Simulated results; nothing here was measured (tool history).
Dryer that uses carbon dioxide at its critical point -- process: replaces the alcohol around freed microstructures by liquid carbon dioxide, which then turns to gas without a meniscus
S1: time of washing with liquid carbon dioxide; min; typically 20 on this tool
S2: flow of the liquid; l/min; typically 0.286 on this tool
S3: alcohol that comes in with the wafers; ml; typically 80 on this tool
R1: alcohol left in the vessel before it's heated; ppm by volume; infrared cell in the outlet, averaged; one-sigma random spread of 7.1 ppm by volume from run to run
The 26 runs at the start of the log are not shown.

Run 27, day 9.421: usual settings but S1 15 min, S2 0.3 l/min, S3 63 ml. Result: R1 1007 ppm by volume.
Run 28, day 9.762: usual settings but S2 0.261 l/min. Result: R1 686 ppm by volume.
Run 29, day 9.996: usual settings but S1 13 min, S2 0.187 l/min, S3 32 ml. Result: R1 3569 ppm by volume.
Run 30, day 10.367: usual settings but S1 13 min, S2 0.187 l/min, S3 32 ml. Result: R1 3582 ppm by volume.
Run 31, day 10.846: usual settings but S1 13 min, S2 0.319 l/min, S3 98 ml. Result: R1 2287 ppm by volume.
Run 32, day 11.117: usual settings but S1 13 min, S2 0.319 l/min, S3 98 ml. Result: R1 2265 ppm by volume.
Run 33, day 11.621: usual settings but S1 13 min, S2 0.319 l/min, S3 98 ml. Result: R1 2320 ppm by volume.
Run 34, day 12.142: usual settings but S1 13 min, S2 0.319 l/min, S3 98 ml. Result: R1 2338 ppm by volume.

Consider 3 possible next runs. They are alternatives, not a sequence: every one starts from the tool as it was left by run 34. What does each give?
Run A, day 12.55: usual settings but S1 14 min, S2 0.437 l/min, S3 27 ml. Result: R1 ?.
Run B, day 12.55: usual settings but S1 26 min, S2 0.173 l/min, S3 98 ml. Result: R1 ?.
Run C, day 12.55: usual settings but S2 0.194 l/min, S3 27 ml. Result: R1 ?.

run    R1
  A   142
  B  1868
  C   894
Without the tool's unlogged condition, the same runs would have read:
run    R1
  A    80
  B  1379
  C   677
